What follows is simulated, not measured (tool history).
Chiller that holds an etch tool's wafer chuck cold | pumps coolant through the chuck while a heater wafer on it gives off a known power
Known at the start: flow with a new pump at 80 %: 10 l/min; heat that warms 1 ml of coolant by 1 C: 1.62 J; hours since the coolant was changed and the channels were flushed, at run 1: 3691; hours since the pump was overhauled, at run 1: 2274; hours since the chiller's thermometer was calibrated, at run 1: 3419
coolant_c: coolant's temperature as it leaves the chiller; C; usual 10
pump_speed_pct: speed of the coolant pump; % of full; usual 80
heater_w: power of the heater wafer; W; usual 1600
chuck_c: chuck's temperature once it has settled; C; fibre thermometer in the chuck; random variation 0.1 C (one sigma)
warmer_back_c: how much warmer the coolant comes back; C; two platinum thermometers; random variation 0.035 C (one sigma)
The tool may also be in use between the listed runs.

run,hour,coolant_c,pump_speed_pct,heater_w,hours since the coolant was changed and the channels were flushed,hours since the pump was overhauled,hours since the chiller's thermometer was calibrated,chuck_c,warmer_back_c
1,0,10,80,1600,3691,2274,3419,22.5,6.14
2,37.4,10,80,1600,3728,2312,3457,22.6,6.15
3,107.1,11,80,1600,3798,2381,3526,23.6,6.18
4,164.3,11,80,1600,3855,2438,3584,23.6,6.23
5,209.4,10,80,1109,3900,2484,3629,18.7,4.26
6,279.7,10,80,1109,3971,2554,3699,18.5,4.34
7,349.9,10,80,1109,4041,2624,3769,18.7,4.26
8,401.5,10,80,1109,4092,2676,3821,18.6,4.31
9,463.4,10,80,1109,4154,2738,3883,18.6,4.36
10,502.2,18,80,2264,4193,2776,3922,36.3,8.86
11,546.8,18,80,2264,4238,2821,3966,36.3,8.87
12,602.6,8,73,1030,4293,2877,4022,16.6,4.46
13,657.6,8,73,1030,4348,2932,4077,16.5,4.42
14,701.2,9,76,1756,4392,2975,4121,23.8,7.23

5 ways to go on from here, each from the tool as it stands after run 14. What would each give?
A,740.1,12,91,1756,4431,3014,4159,?,?
B,740.1,14,66,1633,4431,3014,4159,?,?
C,740.1,10,80,817,4431,3014,4159,?,?
D,740.1,6,77,2166,4431,3014,4159,?,?
E,740.1,8,68,909,4431,3014,4159,?,?

run,chuck_c,warmer_back_c
A,24.5,5.93
B,29.4,7.85
C,16.5,3.12
D,24.2,8.86
E,16.1,4.34
Without the tool's hidden state the same runs would have given:
run,chuck_c,warmer_back_c
A,23.2,5.62
B,27.8,7.44
C,16.1,2.96
D,22.1,8.4
E,15.4,4.12
